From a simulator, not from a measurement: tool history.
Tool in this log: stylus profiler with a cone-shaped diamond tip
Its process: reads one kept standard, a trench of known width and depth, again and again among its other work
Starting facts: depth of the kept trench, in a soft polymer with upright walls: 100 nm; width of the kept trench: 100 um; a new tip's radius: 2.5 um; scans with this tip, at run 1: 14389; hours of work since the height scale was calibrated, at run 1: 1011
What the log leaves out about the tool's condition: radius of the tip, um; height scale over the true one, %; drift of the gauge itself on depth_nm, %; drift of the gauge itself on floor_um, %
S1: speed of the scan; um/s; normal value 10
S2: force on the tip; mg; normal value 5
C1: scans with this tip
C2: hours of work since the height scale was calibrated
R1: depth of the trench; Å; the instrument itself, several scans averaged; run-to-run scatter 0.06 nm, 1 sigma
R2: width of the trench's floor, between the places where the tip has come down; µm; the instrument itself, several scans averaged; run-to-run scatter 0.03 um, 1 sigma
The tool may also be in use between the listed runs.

run,hour,S1,S2,C1,C2,R1,R2
1,0,10,5,14389,1011,1017.6,98.55
# hour 37.5: new tip fitted, height scale calibrated
2,85.7,10,5,390,27,1018.1,98.56
3,121.5,10,1.78,680,48,1009.4,98.54
4,201,10,3.84,1321,93,1016.8,98.55
5,259.9,10,3.84,1798,126,1015.4,98.59
6,319.1,10,5,2276,160,1018.3,98.59
7,353.9,10,2.76,2557,180,1013,98.53
8,420.9,10,7.59,3098,218,1024.3,98.53
9,505,10,5,3778,265,1017.4,98.56
10,571.9,6,5,4318,303,1018,98.51
11,644.9,6,5,4908,345,1018.3,98.57
12,685.8,29,5.19,5238,368,1018.4,98.48
13,770.4,6,6.4,5922,416,1021.8,98.59
14,832.2,4,2.02,6421,451,1010.8,98.57
15,891.4,10,5.78,6900,485,1019.2,98.56
16,943.5,5,12.77,7320,514,1034.9,98.6
17,994.9,5,2.35,7735,544,1010.8,98.59
18,1061,5,2.35,8269,581,1010.9,98.58
19,1130.9,5,2.35,8834,621,1010.9,98.54

3 options for the next run, each taken on its own from the tool as it stands now. Forecast them:
A,1187.5,18,1.72,9292,653,?,?
B,1187.5,17,3.06,9292,653,?,?
C,1187.5,6,2.35,9292,653,?,?

run,R1,R2
A,1008.5,98.49
B,1012.8,98.54
C,1011.5,98.54
Take away the tool's hidden state, keep each run's random variation, and the runs would have read:
run,R1,R2
A,1008.6,98.5
B,1012.9,98.55
C,1011.5,98.55

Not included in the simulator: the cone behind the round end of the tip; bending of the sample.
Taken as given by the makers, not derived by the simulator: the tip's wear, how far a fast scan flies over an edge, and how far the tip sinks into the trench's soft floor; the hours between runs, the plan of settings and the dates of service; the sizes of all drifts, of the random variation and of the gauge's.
